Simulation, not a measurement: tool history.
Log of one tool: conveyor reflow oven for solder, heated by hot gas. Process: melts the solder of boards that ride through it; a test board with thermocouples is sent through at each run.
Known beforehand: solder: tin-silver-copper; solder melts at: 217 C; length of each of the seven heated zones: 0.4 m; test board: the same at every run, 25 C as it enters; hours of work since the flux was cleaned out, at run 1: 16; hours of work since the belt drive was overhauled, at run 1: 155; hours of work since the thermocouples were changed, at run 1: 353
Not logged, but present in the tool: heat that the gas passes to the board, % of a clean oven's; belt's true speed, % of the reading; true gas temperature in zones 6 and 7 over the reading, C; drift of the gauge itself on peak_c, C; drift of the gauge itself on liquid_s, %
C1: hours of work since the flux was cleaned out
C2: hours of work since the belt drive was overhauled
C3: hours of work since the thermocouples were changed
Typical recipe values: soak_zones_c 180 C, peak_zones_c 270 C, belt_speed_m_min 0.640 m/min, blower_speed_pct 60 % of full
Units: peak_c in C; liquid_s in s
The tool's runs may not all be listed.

Run 1, hour 0.0: usual settings; C1 16; C2 155; C3 353. Result: peak_c 250.2 C, liquid_s 55.5 s.
Run 2, hour 6.4: usual settings; C1 20; C2 159; C3 357. Result: peak_c 250.2 C, liquid_s 55.5 s.
Run 3, hour 14.8: usual settings; C1 25; C2 164; C3 362. Result: peak_c 250.2 C, liquid_s 55.3 s.
Run 4, hour 24.4: usual settings but belt_speed_m_min 0.521 m/min; C1 30; C2 169; C3 367. Result: peak_c 256.6 C, liquid_s 75.8 s.
Run 5, hour 33.1: usual settings but peak_zones_c 281 C; C1 35; C2 175; C3 372. Result: peak_c 259.2 C, liquid_s 61.7 s.
Run 6, hour 37.9: usual settings but peak_zones_c 281 C; C1 38; C2 177; C3 375. Result: peak_c 259.1 C, liquid_s 61.5 s.
Run 7, hour 44.0: usual settings but peak_zones_c 281 C; C1 42; C2 181; C3 379. Result: peak_c 259.1 C, liquid_s 61.8 s.
Run 8, hour 48.5: usual settings but soak_zones_c 177 C, peak_zones_c 281 C; C1 44; C2 184; C3 382. Result: peak_c 258.5 C, liquid_s 59.9 s.
Run 9, hour 58.3: usual settings but soak_zones_c 177 C, peak_zones_c 281 C; C1 50; C2 189; C3 387. Result: peak_c 258.4 C, liquid_s 60.1 s.
Run 10, hour 63.8: usual settings but soak_zones_c 177 C, peak_zones_c 281 C; C1 54; C2 193; C3 391. Result: peak_c 258.5 C, liquid_s 59.8 s.
Run 11, hour 70.5: usual settings but peak_zones_c 281 C; C1 57; C2 197; C3 394. Result: peak_c 259.0 C, liquid_s 61.6 s.
Run 12, hour 76.1: usual settings but peak_zones_c 281 C; C1 61; C2 200; C3 398. Result: peak_c 259.0 C, liquid_s 61.4 s.
Run 13, hour 80.5: usual settings but soak_zones_c 169 C; C1 63; C2 202; C3 400. Result: peak_c 247.6 C, liquid_s 49.3 s.
Run 14, hour 86.6: usual settings but soak_zones_c 169 C; C1 67; C2 206; C3 404. Result: peak_c 247.6 C, liquid_s 49.2 s.
Run 15, hour 96.0: usual settings but soak_zones_c 177 C; C1 72; C2 212; C3 409. Result: peak_c 249.6 C, liquid_s 53.7 s.
Run 16, hour 100.8: usual settings but soak_zones_c 174 C, peak_zones_c 263 C, blower_speed_pct 84 % of full; C1 75; C2 214; C3 412. Result: peak_c 247.3 C, liquid_s 52.3 s.
Run 17, hour 107.7: usual settings but soak_zones_c 175 C, peak_zones_c 263 C, belt_speed_m_min 0.659 m/min, blower_speed_pct 84 % of full; C1 79; C2 219; C3 416. Result: peak_c 246.7 C, liquid_s 50.2 s.
Run 18, hour 116.4: usual settings but soak_zones_c 193 C, peak_zones_c 282 C, belt_speed_m_min 0.659 m/min, blower_speed_pct 62 % of full; C1 84; C2 224; C3 421. Result: peak_c 261.9 C, liquid_s 66.5 s.
Run 19, hour 126.1: usual settings but soak_zones_c 175 C, belt_speed_m_min 0.761 m/min; C1 90; C2 229; C3 427. Result: peak_c 241.7 C, liquid_s 37.0 s.
Run 20, hour 131.6: usual settings but soak_zones_c 183 C, peak_zones_c 262 C, belt_speed_m_min 0.708 m/min, blower_speed_pct 66 % of full; C1 93; C2 233; C3 430. Result: peak_c 242.1 C, liquid_s 44.1 s.
Run 21, hour 138.2: usual settings but peak_zones_c 282 C; C1 97; C2 236; C3 434. Result: peak_c 259.8 C, liquid_s 62.0 s.
Run 22, hour 142.8: usual settings; C1 100; C2 239; C3 437. Result: peak_c 249.8 C, liquid_s 55.2 s.
Run 23, hour 149.4: usual settings; C1 104; C2 243; C3 441. Result: peak_c 249.8 C, liquid_s 55.3 s.
Run 24, hour 158.2: usual settings but soak_zones_c 179 C; C1 109; C2 248; C3 446. Result: peak_c 249.7 C, liquid_s 54.6 s.
Run 25, hour 162.9: usual settings but peak_zones_c 265 C; C1 112; C2 251; C3 449. Result: peak_c 245.9 C, liquid_s 52.0 s.
Run 26, hour 169.9: usual settings but peak_zones_c 265 C; C1 116; C2 255; C3 453. Result: peak_c 245.7 C, liquid_s 52.0 s.
Run 27, hour 178.8: usual settings but peak_zones_c 265 C; C1 121; C2 260; C3 458. Result: peak_c 245.8 C, liquid_s 51.7 s.
Run 28, hour 186.8: usual settings but peak_zones_c 265 C; C1 126; C2 265; C3 463. Result: peak_c 245.8 C, liquid_s 51.8 s.
Run 29, hour 192.3: usual settings but peak_zones_c 265 C; C1 129; C2 268; C3 466. Result: peak_c 245.8 C, liquid_s 51.8 s.
Run 30, hour 198.5: usual settings but peak_zones_c 283 C, blower_speed_pct 50 % of full; C1 133; C2 272; C3 470. Result: peak_c 257.4 C, liquid_s 60.0 s.

5 options for the next run, each taken on its own from the tool as it stands now. Forecast them:
Run A, hour 202.7: usual settings but soak_zones_c 184 C, peak_zones_c 266 C, blower_speed_pct 50 % of full; C1 135; C2 274; C3 472. Result: peak_c ?, liquid_s ?.
Run B, hour 202.7: usual settings but soak_zones_c 173 C, belt_speed_m_min 0.554 m/min; C1 135; C2 274; C3 472. Result: peak_c ?, liquid_s ?.
Run C, hour 202.7: usual settings but peak_zones_c 275 C, belt_speed_m_min 0.728 m/min, blower_speed_pct 59 % of full; C1 135; C2 274; C3 472. Result: peak_c ?, liquid_s ?.
Run D, hour 202.7: usual settings but soak_zones_c 182 C, peak_zones_c 283 C, belt_speed_m_min 0.690 m/min, blower_speed_pct 56 % of full; C1 135; C2 274; C3 472. Result: peak_c ?, liquid_s ?.
Run E, hour 202.7: usual settings but soak_zones_c 175 C, peak_zones_c 281 C, belt_speed_m_min 0.575 m/min; C1 135; C2 274; C3 472. Result: peak_c ?, liquid_s ?.

run  peak_c  liquid_s
  A   245.1      52.0
  B   253.7      65.1
  C   248.3      46.1
  D   256.7      55.6
  E   261.8      69.3
Take away the tool's hidden state, keep each run's random variation, and the runs would have read:
run  peak_c  liquid_s
  A   244.9      51.7
  B   253.4      64.8
  C   248.4      46.1
  D   256.7      55.4
  E   261.7      68.9
